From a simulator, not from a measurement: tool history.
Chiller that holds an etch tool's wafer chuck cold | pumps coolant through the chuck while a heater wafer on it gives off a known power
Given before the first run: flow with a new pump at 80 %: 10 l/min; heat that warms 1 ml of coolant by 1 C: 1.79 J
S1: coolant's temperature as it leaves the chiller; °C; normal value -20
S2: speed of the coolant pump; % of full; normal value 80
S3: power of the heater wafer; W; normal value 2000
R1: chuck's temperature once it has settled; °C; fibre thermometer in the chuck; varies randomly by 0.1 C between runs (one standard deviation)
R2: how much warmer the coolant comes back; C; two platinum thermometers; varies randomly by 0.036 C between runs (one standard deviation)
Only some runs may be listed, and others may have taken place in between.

run,day,S1,S2,S3,R1,R2
1,0,-20,80,2000,-6.6,6.74
2,0.875,-20,80,2000,-6.8,6.65
3,2.325,-20,80,2000,-6.8,6.67
4,3.771,-20,80,2000,-6.9,6.76
5,5.275,-20,80,2000,-6.6,6.69
6,6.746,-20,80,2466,-3.6,8.23
7,7.638,-20,80,2000,-6.6,6.66
8,8.304,-20,80,2000,-6.8,6.65
9,9.379,-20,80,2000,-6.4,6.66
10,10.062,-20,80,2000,-6.9,6.65
11,11.533,-20,80,2000,-6.7,6.66
12,12.888,-20,80,2000,-6.7,6.68
13,13.962,-20,80,2000,-6.5,6.69
14,14.767,-20,80,2000,-6.6,6.68
15,16.079,-20,70,2000,-5,7.64
16,17.338,-20,70,2000,-5.1,7.66

Run 17 has not been measured yet. What should we expect?
17,18,-25,80,2000,?,?

Run 17 came out at R1 -11.8 °C, R2 6.66 C.
With the hidden condition absent and the run-to-run variation left alone, this run would have shown R1 -11.8 °C, R2 6.65 C.
